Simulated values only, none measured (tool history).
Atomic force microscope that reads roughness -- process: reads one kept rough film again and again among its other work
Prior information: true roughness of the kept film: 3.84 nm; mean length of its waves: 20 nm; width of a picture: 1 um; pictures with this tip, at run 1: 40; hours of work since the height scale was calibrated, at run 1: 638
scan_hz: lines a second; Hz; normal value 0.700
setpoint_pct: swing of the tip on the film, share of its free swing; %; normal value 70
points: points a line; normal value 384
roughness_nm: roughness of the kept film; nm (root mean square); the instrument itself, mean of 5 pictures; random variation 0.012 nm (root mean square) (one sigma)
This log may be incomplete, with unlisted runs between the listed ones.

run,hour,scan_hz,setpoint_pct,points,pictures with this tip,hours of work since the height scale was calibrated,roughness_nm
1,0.0,0.700,70,384,40,638,2.860
2,17.4,0.700,70,544,79,650,2.868
3,37.6,0.700,70,544,125,665,2.867
4,50.8,0.700,70,544,154,675,2.893
# hour 62.2: new tip fitted
5,72.5,0.948,70,384,23,690,2.825
6,96.7,0.948,70,384,77,708,2.827
7,126.0,0.948,70,384,143,729,2.808
# hour 142.4: new tip fitted
8,155.2,0.700,72,623,29,750,2.859
9,184.8,0.700,61,384,95,771,2.926
10,202.7,3.098,64,259,136,784,2.580
# hour 222.0: new tip fitted
11,230.1,3.098,80,259,18,804,2.212
12,245.9,3.098,80,259,54,815,2.218

Branching from run 12: 3 alternative next runs. What would each branch give?
A,265.1,0.700,83,439,97,829,?
B,265.1,0.682,70,338,97,829,?
C,265.1,0.700,70,700,97,829,?

run,roughness_nm
A,2.758
B,2.846
C,2.909
What these runs would have given with no unlogged condition in the tool:
run,roughness_nm
A,2.761
B,2.850
C,2.913
